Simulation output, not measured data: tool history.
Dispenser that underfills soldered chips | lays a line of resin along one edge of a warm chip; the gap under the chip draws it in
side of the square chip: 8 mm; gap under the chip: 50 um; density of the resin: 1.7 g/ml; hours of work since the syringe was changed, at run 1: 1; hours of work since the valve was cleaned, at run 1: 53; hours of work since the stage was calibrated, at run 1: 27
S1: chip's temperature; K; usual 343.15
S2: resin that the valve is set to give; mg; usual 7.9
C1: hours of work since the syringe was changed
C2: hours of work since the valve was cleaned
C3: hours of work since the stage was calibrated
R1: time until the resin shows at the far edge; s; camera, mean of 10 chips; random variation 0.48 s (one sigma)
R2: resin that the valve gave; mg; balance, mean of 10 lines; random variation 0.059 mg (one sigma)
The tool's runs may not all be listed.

Run 1, day 0: usual settings; C1 1; C2 53; C3 27. Result: R1 39.7 s, R2 7.62 mg.
At day 0.238: new syringe of resin.
Run 2, day 0.238: usual settings; C1 0; C2 57; C3 31. Result: R1 37.8 s, R2 7.58 mg.
Run 3, day 0.392: usual settings but S2 8.41 mg; C1 3; C2 59; C3 34. Result: R1 43.4 s, R2 7.93 mg.
At day 0.558: new syringe of resin.
Run 4, day 0.654: usual settings; C1 2; C2 64; C3 38. Result: R1 41.4 s, R2 7.49 mg.
Run 5, day 0.771: usual settings; C1 4; C2 66; C3 40. Result: R1 46.2 s, R2 7.43 mg.
At day 0.888: new syringe of resin.
Run 6, day 0.967: usual settings; C1 1; C2 69; C3 43. Result: R1 39.6 s, R2 7.52 mg.
At day 1.208: new syringe of resin.
Run 7, day 1.229: usual settings; C1 0; C2 73; C3 48. Result: R1 36.4 s, R2 7.34 mg.
Run 8, day 1.479: usual settings but S1 350.15 K; C1 5; C2 77; C3 52. Result: R1 36.7 s, R2 7.45 mg.
At day 1.529: new syringe of resin.
Run 9, day 1.692: usual settings but S1 335.15 K, S2 7.2 mg; C1 3; C2 81; C3 55. Result: R1 64.6 s, R2 6.76 mg.
Run 10, day 1.808: usual settings but S1 334.15 K, S2 9.48 mg; C1 5; C2 83; C3 57. Result: R1 72.6 s, R2 8.81 mg.

4 ways to go on from here, each from the tool as it stands after run 10. What would each give?
At day 1.854: new syringe of resin.
Run A, day 1.962: usual settings but S1 335.15 K, S2 7.71 mg; C1 2; C2 85; C3 60. Result: R1 ?, R2 ?.
At day 1.854: new syringe of resin.
Run B, day 1.962: usual settings but S1 339.15 K, S2 7.92 mg; C1 2; C2 85; C3 60. Result: R1 ?, R2 ?.
At day 1.854: new syringe of resin.
Run C, day 1.962: usual settings but S1 350.15 K, S2 8.31 mg; C1 2; C2 85; C3 60. Result: R1 ?, R2 ?.
At day 1.854: new syringe of resin.
Run D, day 1.962: usual settings but S1 340.15 K, S2 9.48 mg; C1 2; C2 85; C3 60. Result: R1 ?, R2 ?.

run    R1    R2
  A    59  7.13
  B  48.9  7.29
  C  30.7  7.59
  D  44.6  8.83
Without the tool's hidden state the same runs would have given:
run    R1    R2
  A  53.8  7.72
  B  44.7   7.9
  C  28.1  8.22
  D  41.1  9.56

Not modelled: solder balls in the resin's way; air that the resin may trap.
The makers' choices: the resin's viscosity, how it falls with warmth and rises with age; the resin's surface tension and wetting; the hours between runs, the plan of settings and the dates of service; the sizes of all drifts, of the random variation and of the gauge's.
